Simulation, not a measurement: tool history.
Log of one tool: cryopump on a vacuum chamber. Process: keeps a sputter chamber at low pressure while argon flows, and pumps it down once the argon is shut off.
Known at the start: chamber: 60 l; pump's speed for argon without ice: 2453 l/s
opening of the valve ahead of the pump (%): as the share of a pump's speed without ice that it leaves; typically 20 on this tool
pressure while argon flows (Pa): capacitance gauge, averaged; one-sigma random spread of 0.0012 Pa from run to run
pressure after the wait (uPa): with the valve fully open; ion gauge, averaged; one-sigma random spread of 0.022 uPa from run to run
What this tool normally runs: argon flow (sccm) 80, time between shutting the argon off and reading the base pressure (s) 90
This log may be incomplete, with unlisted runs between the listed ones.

run   hour  argon flow (sccm)  time between shutting the argon off and reading the base pressure (s)  opening of the valve ahead of the pump (%)  pressure while argon flows (Pa)  pressure after the wait (uPa)
  1      0                 80                                                                     90                                          20                           0.2775                           1.38
  2   16.5                 80                                                                     90                                          20                           0.2775                           1.42
  3   33.3                 80                                                                     90                                          20                           0.2798                            1.4
  4   47.6                 80                                                                     90                                          20                           0.2766                           1.41
  5   69.6                 80                                                                     90                                          20                           0.2775                            1.4
  6     85                 54                                                                     56                                          58                           0.0654                           1.73
  7  101.1                 54                                                                     56                                          58                           0.0671                           1.78

Estimate the outcome of run 8 from the log above:
  8  119.2                 80                                                                     90                                          30                                ?                              ?

pressure while argon flows (Pa): 0.1871
pressure after the wait (uPa): 1.45
With no hidden state in the tool, this same run would have given pressure while argon flows (Pa) 0.1839, pressure after the wait (uPa) 0.63.
